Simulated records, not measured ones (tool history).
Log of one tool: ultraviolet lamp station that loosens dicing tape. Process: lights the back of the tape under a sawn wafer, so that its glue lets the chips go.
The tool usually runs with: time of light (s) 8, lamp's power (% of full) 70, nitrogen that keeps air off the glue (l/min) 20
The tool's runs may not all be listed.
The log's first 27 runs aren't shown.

run     day  time of light (s)  lamp's power (% of full)  nitrogen that keeps air off the glue (l/min)  force that peels the tape off (N)  light that reached the tape (mJ/cm²)
 28   6.562                  9                        95                                             7                              0.240                                   333
 29   6.804                  9                        95                                             7                              0.234                                   334
 30   7.083                  8                        75                                            25                              0.217                                   241
 31   7.312                 11                        78                                            28                              0.144                                   340
 32   7.562                  8                        71                                            19                              0.271                                   220
 33   7.867                  4                        83                                             8                              0.902                                   129
 34   8.138                 13                        74                                            17                              0.155                                   371
 35   8.338                 15                        93                                            21                              0.121                                   539
 36   8.579                  6                        93                                             7                              0.458                                   213
 37   8.754                  6                        93                                             7                              0.479                                   212
 38   8.917                  8                        91                                            22                              0.180                                   279
 39   9.192                  8                        91                                            22                              0.177                                   280
 40   9.562                  8                        70                                            13                              0.332                                   217
 41   9.888                  8                        70                                            13                              0.349                                   215
 42  10.100                  5                        68                                            11                              0.799                                   131
 43  10.325                  8                        76                                            20                              0.247                                   236

Branching from run 43: 3 alternative next runs. What would each branch give?
  A  10.575                  8                        62                                            11                                  ?                                     ?
  B  10.575                 10                        89                                            20                                  ?                                     ?
  C  10.575                  8                        86                                            16                                  ?                                     ?

run  force that peels the tape off (N)  light that reached the tape (mJ/cm²)
  A                              0.440                                   189
  B                              0.151                                   343
  C                              0.219                                   264
Without the tool's hidden state the same runs would have given:
run  force that peels the tape off (N)  light that reached the tape (mJ/cm²)
  A                              0.365                                   212
  B                              0.141                                   384
  C                              0.188                                   296

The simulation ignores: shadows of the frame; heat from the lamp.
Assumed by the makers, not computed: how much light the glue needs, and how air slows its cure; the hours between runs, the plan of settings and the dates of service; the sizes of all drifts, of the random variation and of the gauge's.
